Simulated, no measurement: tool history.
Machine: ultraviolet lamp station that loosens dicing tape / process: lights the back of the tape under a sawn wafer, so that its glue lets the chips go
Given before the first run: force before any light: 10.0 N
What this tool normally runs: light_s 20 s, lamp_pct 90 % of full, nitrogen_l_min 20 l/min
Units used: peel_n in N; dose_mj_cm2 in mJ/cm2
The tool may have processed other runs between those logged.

run   hour  light_s  lamp_pct  nitrogen_l_min  peel_n  dose_mj_cm2
  1    0.0       20        90              20   1.074          459
  2   56.9       20        90              20   1.156          445
  3  118.2       23        90              20   0.977          488
  4  189.8       20        67              20   2.219          301
  5  235.5       20        67              20   2.430          292
  6  312.4       20        67              20   2.532          275
     322.0  -- window cleaned of glue's vapour
  7  379.5       20        67              13   2.690          312
  8  443.7       20        67              13   2.875          299
  9  483.7       10        83              35   3.271          177
 10  561.5       10        83              35   3.442          171
 11  596.1       20        90              24   1.542          359
 12  633.2       35        90              24   0.544          606
 13  699.8       14        98              11   3.756          247
     727.5  -- window cleaned of glue's vapour
 14  744.2       12        63              15   4.874          158
 15  790.8       12        63              15   5.034          155

Branching from run 15: 5 alternative next runs. What would each branch give?
  A  853.6       24        91              21       ?            ?
  B  853.6       11        90              33       ?            ?
  C  853.6       34        62              12       ?            ?
  D  853.6       13        66               9       ?            ?
  E  853.6       30        90              32       ?            ?

run  peel_n  dose_mj_cm2
  A   1.256          419
  B   3.106          189
  C   1.934          406
  D   5.348          171
  E   0.594          515
The same runs, with their run-to-run variation unchanged, on a tool lacking any hidden condition would have given:
run  peel_n  dose_mj_cm2
  A   0.496          677
  B   1.607          307
  C   0.818          656
  D   3.694          273
  E   0.278          834
